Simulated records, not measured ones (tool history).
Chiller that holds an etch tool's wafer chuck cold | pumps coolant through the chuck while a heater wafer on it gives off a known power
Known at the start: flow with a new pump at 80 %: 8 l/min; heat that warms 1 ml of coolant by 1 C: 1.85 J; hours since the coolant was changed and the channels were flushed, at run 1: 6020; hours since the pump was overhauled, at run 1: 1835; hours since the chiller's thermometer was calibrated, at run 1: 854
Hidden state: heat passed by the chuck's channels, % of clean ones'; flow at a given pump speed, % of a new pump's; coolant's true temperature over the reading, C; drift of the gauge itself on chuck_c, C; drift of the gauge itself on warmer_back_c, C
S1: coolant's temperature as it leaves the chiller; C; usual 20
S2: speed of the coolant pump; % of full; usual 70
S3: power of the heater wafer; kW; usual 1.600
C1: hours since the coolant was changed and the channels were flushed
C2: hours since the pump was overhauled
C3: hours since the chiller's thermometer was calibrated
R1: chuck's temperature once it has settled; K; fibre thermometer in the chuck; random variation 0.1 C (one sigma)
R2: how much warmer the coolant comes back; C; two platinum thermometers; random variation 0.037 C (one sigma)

run 1 hour=0.0 | S1=20 S2=70 S3=1.600 | C1=6020 C2=1835 C3=854 | R1=312.45 R2=7.62
run 2 hour=40.1 | S1=20 S2=74 S3=1.600 | C1=6060 C2=1875 C3=894 | R1=311.75 R2=7.18
run 3 hour=74.7 | S1=20 S2=74 S3=1.600 | C1=6094 C2=1910 C3=928 | R1=311.65 R2=7.25
run 4 hour=113.4 | S1=20 S2=70 S3=1.600 | C1=6133 C2=1948 C3=967 | R1=312.55 R2=7.61
run 5 hour=141.4 | S1=10 S2=70 S3=1.600 | C1=6161 C2=1976 C3=995 | R1=302.65 R2=7.69
run 6 hour=183.0 | S1=10 S2=70 S3=1.600 | C1=6203 C2=2018 C3=1037 | R1=302.55 R2=7.56
run 7 hour=225.2 | S1=20 S2=70 S3=1.600 | C1=6245 C2=2060 C3=1079 | R1=312.75 R2=7.66
run 8 hour=262.4 | S1=20 S2=70 S3=1.600 | C1=6282 C2=2097 C3=1116 | R1=312.55 R2=7.67
run 9 hour=301.4 | S1=20 S2=82 S3=1.600 | C1=6321 C2=2136 C3=1155 | R1=310.35 R2=6.59
run 10 hour=324.6 | S1=20 S2=82 S3=1.600 | C1=6344 C2=2160 C3=1178 | R1=310.45 R2=6.50
run 11 hour=350.1 | S1=20 S2=82 S3=0.941 | C1=6370 C2=2185 C3=1204 | R1=303.45 R2=3.85
run 12 hour=389.0 | S1=22 S2=82 S3=0.941 | C1=6409 C2=2224 C3=1243 | R1=305.45 R2=3.85
run 13 hour=432.9 | S1=22 S2=82 S3=0.941 | C1=6453 C2=2268 C3=1287 | R1=305.55 R2=3.85
run 14 hour=464.0 | S1=12 S2=70 S3=1.600 | C1=6484 C2=2299 C3=1318 | R1=304.55 R2=7.62
run 15 hour=493.7 | S1=12 S2=70 S3=1.600 | C1=6513 C2=2329 C3=1347 | R1=304.55 R2=7.78
run 16 hour=528.3 | S1=12 S2=70 S3=1.600 | C1=6548 C2=2363 C3=1382 | R1=304.85 R2=7.64
run 17 hour=571.0 | S1=21 S2=81 S3=1.856 | C1=6591 C2=2406 C3=1425 | R1=314.65 R2=7.74
run 18 hour=591.4 | S1=21 S2=81 S3=1.856 | C1=6611 C2=2426 C3=1445 | R1=314.75 R2=7.75
run 19 hour=636.7 | S1=21 S2=81 S3=1.856 | C1=6656 C2=2472 C3=1490 | R1=314.55 R2=7.76
run 20 hour=658.7 | S1=30 S2=70 S3=1.856 | C1=6678 C2=2494 C3=1512 | R1=326.15 R2=8.88
run 21 hour=692.1 | S1=10 S2=70 S3=1.618 | C1=6712 C2=2527 C3=1546 | R1=303.05 R2=7.78
run 22 hour=733.2 | S1=10 S2=70 S3=1.618 | C1=6753 C2=2568 C3=1587 | R1=303.15 R2=7.75
run 23 hour=766.8 | S1=29 S2=64 S3=1.600 | C1=6786 C2=2602 C3=1620 | R1=323.45 R2=8.39
run 24 hour=786.8 | S1=23 S2=71 S3=1.064 | C1=6806 C2=2622 C3=1640 | R1=309.25 R2=5.01
run 25 hour=821.2 | S1=17 S2=66 S3=1.055 | C1=6841 C2=2656 C3=1675 | R1=303.95 R2=5.31
run 26 hour=850.5 | S1=17 S2=66 S3=1.055 | C1=6870 C2=2685 C3=1704 | R1=303.75 R2=5.41
run 27 hour=898.5 | S1=17 S2=66 S3=1.055 | C1=6918 C2=2733 C3=1752 | R1=303.95 R2=5.35
run 28 hour=935.9 | S1=17 S2=66 S3=1.955 | C1=6956 C2=2771 C3=1790 | R1=315.45 R2=9.96
run 29 hour=964.3 | S1=18 S2=75 S3=1.598 | C1=6984 C2=2799 C3=1818 | R1=310.15 R2=7.27
run 30 hour=992.2 | S1=20 S2=97 S3=0.976 | C1=7012 C2=2827 C3=1846 | R1=302.85 R2=3.42
run 31 hour=1015.0 | S1=20 S2=97 S3=0.976 | C1=7035 C2=2850 C3=1869 | R1=302.75 R2=3.39

The same runs without the tool's hidden state, with the same run-to-run variation:
run=1 R1=309.95 R2=7.40
run=2 R1=309.35 R2=6.97
run=3 R1=309.15 R2=7.04
run=4 R1=309.95 R2=7.38
run=5 R1=299.95 R2=7.45
run=6 R1=299.85 R2=7.32
run=7 R1=310.05 R2=7.42
run=8 R1=309.85 R2=7.42
run=9 R1=307.95 R2=6.37
run=10 R1=307.95 R2=6.29
run=11 R1=301.85 R2=3.72
run=12 R1=303.95 R2=3.72
run=13 R1=303.95 R2=3.71
run=14 R1=301.75 R2=7.36
run=15 R1=301.65 R2=7.51
run=16 R1=301.95 R2=7.37
run=17 R1=311.55 R2=7.47
run=18 R1=311.75 R2=7.47
run=19 R1=311.45 R2=7.48
run=20 R1=322.65 R2=8.55
run=21 R1=299.95 R2=7.49
run=22 R1=300.15 R2=7.46
run=23 R1=320.25 R2=8.07
run=24 R1=307.15 R2=4.82
run=25 R1=301.75 R2=5.11
run=26 R1=301.55 R2=5.20
run=27 R1=301.65 R2=5.14
run=28 R1=311.55 R2=9.56
run=29 R1=307.15 R2=6.98
run=30 R1=301.15 R2=3.28
run=31 R1=301.05 R2=3.25
